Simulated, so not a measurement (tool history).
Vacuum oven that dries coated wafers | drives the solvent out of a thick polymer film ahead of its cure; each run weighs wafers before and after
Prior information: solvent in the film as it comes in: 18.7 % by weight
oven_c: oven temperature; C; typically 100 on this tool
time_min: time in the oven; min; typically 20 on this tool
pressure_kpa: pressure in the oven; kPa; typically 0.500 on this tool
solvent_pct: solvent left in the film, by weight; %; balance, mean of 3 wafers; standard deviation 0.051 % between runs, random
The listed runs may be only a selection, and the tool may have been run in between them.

{"run": 1, "hour": 0.0, "oven_c": 100, "time_min": 20, "pressure_kpa": 0.5, "solvent_pct": 0.85}
{"run": 2, "hour": 35.8, "oven_c": 100, "time_min": 20, "pressure_kpa": 0.5, "solvent_pct": 0.86}
{"run": 3, "hour": 62.5, "oven_c": 100, "time_min": 20, "pressure_kpa": 0.5, "solvent_pct": 0.83}
{"run": 4, "hour": 92.7, "oven_c": 100, "time_min": 20, "pressure_kpa": 0.5, "solvent_pct": 0.8}
{"run": 5, "hour": 117.8, "oven_c": 100, "time_min": 20, "pressure_kpa": 0.5, "solvent_pct": 0.79}
{"run": 6, "hour": 138.6, "oven_c": 100, "time_min": 20, "pressure_kpa": 0.252, "solvent_pct": 0.66}
{"run": 7, "hour": 161.9, "oven_c": 100, "time_min": 20, "pressure_kpa": 0.252, "solvent_pct": 0.67}
{"run": 8, "hour": 200.7, "oven_c": 100, "time_min": 20, "pressure_kpa": 0.5, "solvent_pct": 0.75}
{"run": 9, "hour": 221.4, "oven_c": 100, "time_min": 20, "pressure_kpa": 0.5, "solvent_pct": 0.81}
{"run": 10, "hour": 247.8, "oven_c": 100, "time_min": 20, "pressure_kpa": 0.5, "solvent_pct": 0.76}
{"run": 11, "hour": 278.2, "oven_c": 100, "time_min": 20, "pressure_kpa": 0.5, "solvent_pct": 0.9}
{"run": 12, "hour": 304.9, "oven_c": 100, "time_min": 20, "pressure_kpa": 0.5, "solvent_pct": 0.88}
{"run": 13, "hour": 329.8, "oven_c": 100, "time_min": 20, "pressure_kpa": 0.5, "solvent_pct": 0.78}
{"run": 14, "hour": 353.2, "oven_c": 99, "time_min": 20, "pressure_kpa": 0.5, "solvent_pct": 0.92}
{"run": 15, "hour": 383.4, "oven_c": 100, "time_min": 16, "pressure_kpa": 0.5, "solvent_pct": 1.31}
{"run": 16, "hour": 422.2, "oven_c": 100, "time_min": 20, "pressure_kpa": 0.5, "solvent_pct": 0.8}
{"run": 17, "hour": 465.7, "oven_c": 100, "time_min": 20, "pressure_kpa": 1.557, "solvent_pct": 1.53}
{"run": 18, "hour": 508.5, "oven_c": 100, "time_min": 20, "pressure_kpa": 1.557, "solvent_pct": 1.51}
{"run": 19, "hour": 549.7, "oven_c": 100, "time_min": 20, "pressure_kpa": 1.557, "solvent_pct": 1.57}
{"run": 20, "hour": 595.4, "oven_c": 100, "time_min": 20, "pressure_kpa": 1.557, "solvent_pct": 1.56}
{"run": 21, "hour": 639.1, "oven_c": 100, "time_min": 20, "pressure_kpa": 1.557, "solvent_pct": 1.47}
{"run": 22, "hour": 672.5, "oven_c": 100, "time_min": 20, "pressure_kpa": 0.329, "solvent_pct": 0.72}
{"run": 23, "hour": 708.0, "oven_c": 100, "time_min": 20, "pressure_kpa": 0.5, "solvent_pct": 0.77}
{"run": 24, "hour": 746.1, "oven_c": 114, "time_min": 20, "pressure_kpa": 0.342, "solvent_pct": 0.14}
{"run": 25, "hour": 788.9, "oven_c": 114, "time_min": 20, "pressure_kpa": 0.342, "solvent_pct": 0.15}
{"run": 26, "hour": 815.0, "oven_c": 111, "time_min": 20, "pressure_kpa": 1.31, "solvent_pct": 0.61}
{"run": 27, "hour": 841.5, "oven_c": 111, "time_min": 12, "pressure_kpa": 1.31, "solvent_pct": 0.72}
{"run": 28, "hour": 860.9, "oven_c": 111, "time_min": 12, "pressure_kpa": 1.31, "solvent_pct": 0.84}
{"run": 29, "hour": 879.9, "oven_c": 111, "time_min": 22, "pressure_kpa": 1.31, "solvent_pct": 0.54}
{"run": 30, "hour": 919.0, "oven_c": 111, "time_min": 22, "pressure_kpa": 1.31, "solvent_pct": 0.56}
{"run": 31, "hour": 943.5, "oven_c": 111, "time_min": 22, "pressure_kpa": 1.31, "solvent_pct": 0.54}
{"run": 32, "hour": 970.1, "oven_c": 102, "time_min": 19, "pressure_kpa": 0.275, "solvent_pct": 0.57}
{"run": 33, "hour": 1004.1, "oven_c": 100, "time_min": 12, "pressure_kpa": 0.953, "solvent_pct": 2.57}
{"run": 34, "hour": 1029.9, "oven_c": 100, "time_min": 32, "pressure_kpa": 0.5, "solvent_pct": 0.38}
{"run": 35, "hour": 1056.3, "oven_c": 100, "time_min": 32, "pressure_kpa": 0.5, "solvent_pct": 0.39}
{"run": 36, "hour": 1086.5, "oven_c": 100, "time_min": 32, "pressure_kpa": 0.5, "solvent_pct": 0.28}
{"run": 37, "hour": 1105.5, "oven_c": 107, "time_min": 20, "pressure_kpa": 0.703, "solvent_pct": 0.39}
{"run": 38, "hour": 1145.7, "oven_c": 107, "time_min": 20, "pressure_kpa": 0.703, "solvent_pct": 0.45}
{"run": 39, "hour": 1188.5, "oven_c": 86, "time_min": 20, "pressure_kpa": 0.697, "solvent_pct": 4.45}
{"run": 40, "hour": 1208.1, "oven_c": 86, "time_min": 20, "pressure_kpa": 0.697, "solvent_pct": 4.44}
{"run": 41, "hour": 1250.2, "oven_c": 92, "time_min": 20, "pressure_kpa": 0.697, "solvent_pct": 2.54}
{"run": 42, "hour": 1281.7, "oven_c": 92, "time_min": 20, "pressure_kpa": 0.697, "solvent_pct": 2.64}
{"run": 43, "hour": 1312.2, "oven_c": 99, "time_min": 32, "pressure_kpa": 0.364, "solvent_pct": 0.28}
{"run": 44, "hour": 1334.9, "oven_c": 104, "time_min": 36, "pressure_kpa": 0.486, "solvent_pct": 0.29}

Estimate the outcome of run 45 from the log above:
{"run": 45, "hour": 1363.0, "oven_c": 104, "time_min": 36, "pressure_kpa": 0.486, "solvent_pct": "?"}

Run 45 yielded solvent_pct 0.32 %.
If the tool had no hidden condition, the same run with the same run-to-run variation would have returned solvent_pct 0.31 %.

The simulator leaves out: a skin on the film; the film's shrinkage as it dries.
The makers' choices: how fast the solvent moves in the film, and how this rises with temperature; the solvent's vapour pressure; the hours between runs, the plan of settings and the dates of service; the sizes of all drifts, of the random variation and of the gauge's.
